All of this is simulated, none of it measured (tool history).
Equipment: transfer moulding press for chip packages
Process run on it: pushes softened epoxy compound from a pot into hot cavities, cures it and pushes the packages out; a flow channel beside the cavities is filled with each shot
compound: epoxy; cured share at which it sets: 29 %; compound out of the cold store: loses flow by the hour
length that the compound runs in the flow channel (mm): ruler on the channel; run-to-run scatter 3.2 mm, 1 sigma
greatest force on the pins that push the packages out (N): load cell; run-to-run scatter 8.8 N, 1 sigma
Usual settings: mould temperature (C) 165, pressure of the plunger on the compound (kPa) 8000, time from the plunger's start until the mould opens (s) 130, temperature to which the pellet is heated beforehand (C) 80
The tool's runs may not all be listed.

run	hour	mould temperature (C)	pressure of the plunger on the compound (kPa)	time from the plunger's start until the mould opens (s)	temperature to which the pellet is heated beforehand (C)	incoming compound's hours out of the cold store	length that the compound runs in the flow channel (mm)	greatest force on the pins that push the packages out (N)
1	0.0	165	8000	130	80	20.1	727	423
# hour 11.3: cavities cleaned with cleaning compound and waxed
2	37.8	165	8000	130	80	40.5	688	392
# hour 76.9: cavities cleaned with cleaning compound and waxed
3	76.9	165	8000	130	80	20.9	725	384
4	101.4	165	8000	130	80	45.5	677	404
# hour 142.7: cavities cleaned with cleaning compound and waxed
5	151.5	165	8000	130	80	28.2	714	383
# hour 187.9: plunger's sealing rings changed
6	194.5	165	8000	130	80	35.0	696	394
# hour 210.8: cavities cleaned with cleaning compound and waxed
7	225.2	165	8000	130	80	43.0	686	377
8	264.1	165	8000	130	80	13.6	746	394
# hour 276.6: cavities cleaned with cleaning compound and waxed
9	301.6	165	7640	130	80	47.6	661	399
# hour 343.8: cavities cleaned with cleaning compound and waxed
10	360.9	165	7850	130	80	46.4	672	384
# hour 409.5: cavities cleaned with cleaning compound and waxed
11	419.8	165	7850	130	80	15.2	735	407
12	470.6	165	8000	144	80	14.9	743	351
# hour 476.6: cavities cleaned with cleaning compound and waxed
13	525.9	165	8000	144	80	16.2	736	375
# hour 542.7: cavities cleaned with cleaning compound and waxed
14	583.3	166	8000	163	80	12.5	747	349
# hour 608.6: cavities cleaned with cleaning compound and waxed
15	610.9	167	8000	134	80	35.1	688	371
16	654.0	167	8000	134	80	44.5	676	373
# hour 678.2: cavities cleaned with cleaning compound and waxed
17	695.4	167	8910	134	80	21.4	756	359
# hour 744.4: cavities cleaned with cleaning compound and waxed
18	749.0	165	6300	130	82	16.3	655	397
19	794.8	170	6110	157	76	22.5	614	358
# hour 809.8: cavities cleaned with cleaning compound and waxed
20	826.3	158	8000	134	80	42.3	724	536
21	869.2	172	7500	123	76	38.9	637	366
# hour 876.8: cavities cleaned with cleaning compound and waxed
22	905.0	167	8000	130	82	9.3	740	359
# hour 921.6: plunger's sealing rings changed
# hour 926.6: mould's thermocouples calibrated
23	939.7	167	8000	130	82	47.7	665	377
# hour 948.5: cavities cleaned with cleaning compound and waxed
24	994.5	167	7360	130	82	24.8	676	377
# hour 1015.7: cavities cleaned with cleaning compound and waxed
25	1026.3	165	7100	130	80	29.6	669	387
26	1077.1	168	6270	130	80	26.9	619	365

Alternative continuations, all from the tool just after run 26; predict every row:
# hour 1083.1: cavities cleaned with cleaning compound and waxed
A	1109.0	168	6510	130	80	33.6	?	?
# hour 1083.1: cavities cleaned with cleaning compound and waxed
B	1109.0	169	8620	130	72	28.5	?	?
# hour 1083.1: cavities cleaned with cleaning compound and waxed
C	1109.0	165	8410	155	75	30.9	?	?
# hour 1083.1: cavities cleaned with cleaning compound and waxed
D	1109.0	165	6910	130	80	41.6	?	?
# hour 1083.1: cavities cleaned with cleaning compound and waxed
E	1109.0	166	8000	133	73	32.5	?	?

run	length that the compound runs in the flow channel (mm)	greatest force on the pins that push the packages out (N)
A	621	369
B	721	355
C	726	355
D	633	395
E	702	367
Without the tool's unlogged condition, the same runs would have read:
run	length that the compound runs in the flow channel (mm)	greatest force on the pins that push the packages out (N)
A	621	367
B	721	352
C	726	353
D	634	392
E	702	364

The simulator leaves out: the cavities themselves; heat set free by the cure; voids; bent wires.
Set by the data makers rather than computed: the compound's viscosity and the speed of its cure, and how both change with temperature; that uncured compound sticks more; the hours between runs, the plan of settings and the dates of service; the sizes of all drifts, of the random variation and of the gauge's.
